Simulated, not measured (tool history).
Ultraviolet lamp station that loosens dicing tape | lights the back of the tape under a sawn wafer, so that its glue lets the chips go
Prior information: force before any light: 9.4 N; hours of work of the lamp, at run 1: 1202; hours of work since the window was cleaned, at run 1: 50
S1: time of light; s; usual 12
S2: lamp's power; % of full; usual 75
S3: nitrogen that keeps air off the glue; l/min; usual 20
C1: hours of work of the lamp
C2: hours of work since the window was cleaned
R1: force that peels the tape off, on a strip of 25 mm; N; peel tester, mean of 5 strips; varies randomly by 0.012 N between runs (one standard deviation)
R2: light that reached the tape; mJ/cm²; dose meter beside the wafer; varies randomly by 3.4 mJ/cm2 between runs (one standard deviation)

| run | hour | S1 | S2 | S3 | C1 | C2 | R1 | R2 |
|---|---|---|---|---|---|---|---|---|
| 1 | 0 | 12 | 75 | 20 | 1202 | 50 | 0.911 | 439 |
| 2 | 26 | 12 | 75 | 20 | 1215 | 63 | 0.945 | 431 |
| 3 | 79.4 | 12 | 75 | 20 | 1241 | 89 | 0.992 | 427 |
| 4 | 127.3 | 12 | 75 | 20 | 1264 | 112 | 0.962 | 423 |
| 5 | 155 | 12 | 75 | 20 | 1278 | 126 | 1.016 | 413 |
| 6 | 196.6 | 12 | 75 | 20 | 1298 | 146 | 1.051 | 412 |
| 7 | 254.5 | 12 | 75 | 20 | 1327 | 175 | 1.057 | 406 |
| 8 | 282.2 | 12 | 75 | 20 | 1340 | 188 | 1.076 | 404 |
| 9 | 317.4 | 12 | 75 | 20 | 1357 | 205 | 1.082 | 397 |
| 10 | 353.4 | 9 | 75 | 20 | 1375 | 223 | 1.856 | 294 |
| 11 | 382 | 9 | 88 | 20 | 1389 | 237 | 1.454 | 342 |
| 12 | 417.2 | 9 | 88 | 20 | 1406 | 254 | 1.475 | 336 |
| 13 | 476.1 | 15 | 91 | 24 | 1435 | 283 | 0.485 | 568 |
|  | 509.7 | window cleaned of glue's vapour |
| 14 | 529.6 | 12 | 80 | 13 | 1461 | 10 | 1.176 | 455 |
|  | 535.8 | lamp changed |
| 15 | 560.5 | 12 | 80 | 13 | 12 | 24 | 0.76 | 568 |
| 16 | 593.5 | 12 | 69 | 20 | 28 | 41 | 0.74 | 487 |
| 17 | 623.3 | 10 | 69 | 17 | 43 | 55 | 1.218 | 404 |
| 18 | 678.1 | 19 | 81 | 17 | 70 | 82 | 0.288 | 888 |
| 19 | 720.5 | 13 | 65 | 20 | 90 | 103 | 0.793 | 474 |
| 20 | 771.7 | 18 | 68 | 17 | 116 | 128 | 0.434 | 680 |

Alternative continuations, all from the tool just after run 20; predict every row:
| A | 828.3 | 18 | 62 | 20 | 143 | 156 | ? | ? |
| B | 828.3 | 24 | 68 | 17 | 143 | 156 | ? | ? |
| C | 828.3 | 18 | 72 | 7 | 143 | 156 | ? | ? |
| D | 828.3 | 21 | 77 | 17 | 143 | 156 | ? | ? |

| run | R1 | R2 |
|---|---|---|
| A | 0.466 | 605 |
| B | 0.285 | 904 |
| C | 0.826 | 710 |
| D | 0.283 | 881 |
What these runs would have given with no unlogged condition in the tool:
| run | R1 | R2 |
|---|---|---|
| A | 0.373 | 684 |
| B | 0.253 | 1022 |
| C | 0.645 | 802 |
| D | 0.25 | 996 |
